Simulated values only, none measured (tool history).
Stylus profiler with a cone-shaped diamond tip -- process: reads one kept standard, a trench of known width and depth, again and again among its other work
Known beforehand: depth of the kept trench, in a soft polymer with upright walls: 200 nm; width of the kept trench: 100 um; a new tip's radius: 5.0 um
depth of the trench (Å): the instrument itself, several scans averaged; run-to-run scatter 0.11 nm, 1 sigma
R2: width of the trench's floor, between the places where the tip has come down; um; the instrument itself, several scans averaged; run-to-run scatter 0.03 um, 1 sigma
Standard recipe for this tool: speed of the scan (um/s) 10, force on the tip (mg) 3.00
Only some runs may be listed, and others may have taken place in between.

Run 1, day 0.000: usual settings. Result: depth of the trench (Å) 2039.7, R2 96.62 um.
Run 2, day 0.858: usual settings. Result: depth of the trench (Å) 2041.1, R2 96.57 um.
Run 3, day 2.238: usual settings but force on the tip (mg) 8.68. Result: depth of the trench (Å) 2079.6, R2 96.49 um.
Run 4, day 3.479: usual settings but force on the tip (mg) 5.18. Result: depth of the trench (Å) 2057.5, R2 96.57 um.
Run 5, day 4.879: usual settings. Result: depth of the trench (Å) 2040.4, R2 96.50 um.
Run 6, day 5.788: usual settings but force on the tip (mg) 6.26. Result: depth of the trench (Å) 2064.7, R2 96.56 um.
Run 7, day 6.550: usual settings but force on the tip (mg) 6.26. Result: depth of the trench (Å) 2065.4, R2 96.55 um.
Run 8, day 7.525: usual settings but force on the tip (mg) 6.26. Result: depth of the trench (Å) 2065.3, R2 96.44 um.
Run 9, day 8.696: usual settings but force on the tip (mg) 6.26. Result: depth of the trench (Å) 2064.1, R2 96.40 um.
Run 10, day 9.379: usual settings but force on the tip (mg) 1.36. Result: depth of the trench (Å) 2025.6, R2 96.43 um.
Run 11, day 10.654: usual settings. Result: depth of the trench (Å) 2041.3, R2 96.37 um.
Run 12, day 11.533: usual settings. Result: depth of the trench (Å) 2041.4, R2 96.30 um.
Run 13, day 12.762: usual settings. Result: depth of the trench (Å) 2042.1, R2 96.33 um.
Run 14, day 13.542: usual settings. Result: depth of the trench (Å) 2042.2, R2 96.29 um.
Run 15, day 14.367: usual settings but force on the tip (mg) 1.64. Result: depth of the trench (Å) 2030.1, R2 96.26 um.
Run 16, day 15.583: usual settings but force on the tip (mg) 1.46. Result: depth of the trench (Å) 2030.4, R2 96.27 um.
Run 17, day 16.808: usual settings but force on the tip (mg) 1.46. Result: depth of the trench (Å) 2027.6, R2 96.21 um.
Run 18, day 17.825: usual settings but force on the tip (mg) 7.25. Result: depth of the trench (Å) 2073.5, R2 96.23 um.
Run 19, day 19.204: usual settings but force on the tip (mg) 7.25. Result: depth of the trench (Å) 2073.0, R2 96.20 um.
Run 20, day 20.775: usual settings but speed of the scan (um/s) 7, force on the tip (mg) 3.16. Result: depth of the trench (Å) 2046.2, R2 96.18 um.
Run 21, day 22.079: usual settings but speed of the scan (um/s) 3. Result: depth of the trench (Å) 2044.5, R2 96.17 um.
At day 22.196: height scale calibrated on a step standard.
Run 22, day 22.921: usual settings but speed of the scan (um/s) 3. Result: depth of the trench (Å) 2048.8, R2 96.14 um.
Run 23, day 24.304: usual settings but speed of the scan (um/s) 18, force on the tip (mg) 6.22. Result: depth of the trench (Å) 2071.0, R2 96.07 um.
Run 24, day 25.054: usual settings but speed of the scan (um/s) 14, force on the tip (mg) 1.66. Result: depth of the trench (Å) 2035.6, R2 95.97 um.
Run 25, day 26.058: usual settings but speed of the scan (um/s) 16, force on the tip (mg) 3.15. Result: depth of the trench (Å) 2049.8, R2 96.07 um.
Run 26, day 27.083: usual settings but speed of the scan (um/s) 17, force on the tip (mg) 1.31. Result: depth of the trench (Å) 2033.6, R2 95.92 um.
Run 27, day 27.792: usual settings but speed of the scan (um/s) 8, force on the tip (mg) 1.33. Result: depth of the trench (Å) 2033.7, R2 96.01 um.
At day 28.050: height scale calibrated on a step standard, once more.
Run 28, day 28.642: usual settings but speed of the scan (um/s) 12, force on the tip (mg) 2.38. Result: depth of the trench (Å) 2031.1, R2 96.00 um.
Run 29, day 29.462: usual settings but speed of the scan (um/s) 12, force on the tip (mg) 2.38. Result: depth of the trench (Å) 2029.2, R2 95.93 um.
Run 30, day 31.050: usual settings but speed of the scan (um/s) 25, force on the tip (mg) 2.98. Result: depth of the trench (Å) 2037.1, R2 95.85 um.
Run 31, day 32.579: usual settings but speed of the scan (um/s) 5, force on the tip (mg) 2.07. Result: depth of the trench (Å) 2028.3, R2 95.91 um.
Run 32, day 34.179: usual settings but speed of the scan (um/s) 2, force on the tip (mg) 6.89. Result: depth of the trench (Å) 2066.6, R2 95.91 um.
Run 33, day 35.108: usual settings but force on the tip (mg) 2.27. Result: depth of the trench (Å) 2031.2, R2 95.82 um.
Run 34, day 36.554: usual settings but speed of the scan (um/s) 5, force on the tip (mg) 2.27. Result: depth of the trench (Å) 2032.6, R2 95.87 um.
Run 35, day 37.912: usual settings but speed of the scan (um/s) 13, force on the tip (mg) 1.73. Result: depth of the trench (Å) 2026.6, R2 95.81 um.
Run 36, day 39.042: usual settings but speed of the scan (um/s) 13, force on the tip (mg) 1.73. Result: depth of the trench (Å) 2024.2, R2 95.77 um.
Run 37, day 40.588: usual settings but speed of the scan (um/s) 39, force on the tip (mg) 7.56. Result: depth of the trench (Å) 2070.2, R2 95.73 um.

Below, some changes in depth of the trench (Å) between adjacent runs. For each, the amount present without the hidden state too (settings, incoming material, random variation) and the amount remaining for the hidden state with gauge scatter not shared by both compared results:
The tool's hidden condition here consists of: radius of the tip, um; height scale over the true one, %; drift of the gauge itself on depth_nm, %; drift of the gauge itself on floor_um, %.
Run 2 -> 3: force on the tip (mg) 3.00 -> 8.68. depth of the trench (Å) +38.5: hidden state +0.3, all else +38.2.
Run 17 -> 18: force on the tip (mg) 1.46 -> 7.25. depth of the trench (Å) +45.9: hidden state +0.2, all else +45.7.
Run 21 -> 22: height scale calibrated on a step standard. depth of the trench (Å) +4.3: hidden state +4.2, all else +0.1.
Run 27 -> 28: speed of the scan (um/s) 8 -> 12, force on the tip (mg) 1.33 -> 2.38, height scale calibrated on a step standard, once more. depth of the trench (Å) -2.6: hidden state -11.9, all else +9.3.
Run 36 -> 37: speed of the scan (um/s) 13 -> 39, force on the tip (mg) 1.73 -> 7.56. depth of the trench (Å) +46.0: hidden state +0.3, all else +45.7.

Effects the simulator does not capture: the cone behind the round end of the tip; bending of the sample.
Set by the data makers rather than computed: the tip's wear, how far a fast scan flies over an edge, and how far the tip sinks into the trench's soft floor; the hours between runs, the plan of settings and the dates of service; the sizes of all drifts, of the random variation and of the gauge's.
